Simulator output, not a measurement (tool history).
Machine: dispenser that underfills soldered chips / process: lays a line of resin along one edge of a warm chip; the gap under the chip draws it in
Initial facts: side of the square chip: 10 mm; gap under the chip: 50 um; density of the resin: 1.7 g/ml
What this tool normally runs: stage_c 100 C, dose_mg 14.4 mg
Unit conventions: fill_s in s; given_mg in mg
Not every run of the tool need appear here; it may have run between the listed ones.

| run | hour | stage_c | dose_mg | fill_s | given_mg |
|---|---|---|---|---|---|
| 1 | 0.0 | 100 | 14.4 | 115.4 | 14.03 |
|  | 0.9 | new syringe of resin |
| 2 | 4.5 | 100 | 16.6 | 51.0 | 16.21 |
| 3 | 8.5 | 100 | 16.6 | 64.9 | 16.10 |
| 4 | 15.8 | 100 | 14.4 | 103.3 | 14.00 |
|  | 19.0 | new syringe of resin |
| 5 | 20.8 | 100 | 14.7 | 45.3 | 14.27 |
| 6 | 28.6 | 100 | 14.4 | 74.5 | 13.93 |
| 7 | 33.9 | 107 | 14.4 | 75.3 | 13.87 |
|  | 36.9 | new syringe of resin |
| 8 | 38.8 | 113 | 14.4 | 27.1 | 13.93 |
| 9 | 43.2 | 100 | 15.4 | 60.4 | 14.86 |
| 10 | 47.9 | 102 | 14.4 | 74.9 | 13.86 |
| 11 | 52.9 | 90 | 14.4 | 176.5 | 13.79 |
|  | 55.1 | new syringe of resin |
| 12 | 59.0 | 100 | 14.4 | 52.4 | 13.83 |
| 13 | 65.1 | 100 | 14.4 | 76.5 | 13.83 |
| 14 | 70.9 | 100 | 14.4 | 107.2 | 13.75 |
|  | 73.0 | new syringe of resin |
| 15 | 76.2 | 102 | 14.4 | 46.6 | 13.79 |
| 16 | 80.9 | 102 | 14.4 | 60.4 | 13.64 |
| 17 | 84.2 | 102 | 14.4 | 74.7 | 13.60 |
|  | 90.3 | dispensing valve cleaned and set on the balance |
| 18 | 90.4 | 100 | 14.4 | 113.4 | 14.38 |
|  | 91.8 | new syringe of resin |
| 19 | 94.6 | 100 | 14.4 | 48.6 | 14.46 |
| 20 | 102.0 | 100 | 14.4 | 75.7 | 14.38 |
| 21 | 106.8 | 87 | 12.3 | 192.1 | 12.19 |
|  | 109.5 | new syringe of resin |
| 22 | 110.4 | 87 | 12.3 | 81.1 | 12.28 |
| 23 | 114.0 | 87 | 12.3 | 101.7 | 12.29 |
| 24 | 120.2 | 87 | 12.3 | 146.2 | 12.26 |
| 25 | 123.5 | 91 | 14.4 | 146.1 | 14.30 |
|  | 127.6 | new syringe of resin |
| 26 | 128.1 | 91 | 14.4 | 63.9 | 14.31 |
| 27 | 132.9 | 91 | 14.4 | 84.0 | 14.26 |
| 28 | 138.8 | 100 | 12.8 | 83.4 | 12.66 |
| 29 | 142.9 | 106 | 17.2 | 81.5 | 17.06 |
|  | 145.3 | new syringe of resin |
| 30 | 150.5 | 106 | 17.2 | 43.6 | 16.96 |
| 31 | 155.1 | 99 | 13.3 | 78.5 | 13.13 |
| 32 | 159.5 | 106 | 14.4 | 75.4 | 14.18 |
|  | 163.0 | new syringe of resin |
| 33 | 163.8 | 106 | 14.4 | 33.6 | 14.12 |
| 34 | 171.3 | 115 | 14.3 | 36.6 | 13.99 |
| 35 | 178.3 | 107 | 13.8 | 77.0 | 13.53 |

Forecast each of these 3 alternatives for the next run:
|  | 180.7 | new syringe of resin |
| A | 185.3 | 100 | 15.6 | ? | ? |
|  | 180.7 | new syringe of resin |
| B | 185.3 | 101 | 17.8 | ? | ? |
|  | 180.7 | new syringe of resin |
| C | 185.3 | 89 | 16.4 | ? | ? |

| run | fill_s | given_mg |
|---|---|---|
| A | 55.2 | 15.26 |
| B | 52.7 | 17.42 |
| C | 89.0 | 16.04 |
What these runs would have given with no unlogged condition in the tool:
| run | fill_s | given_mg |
|---|---|---|
| A | 39.3 | 15.61 |
| B | 37.6 | 17.82 |
| C | 63.2 | 16.40 |
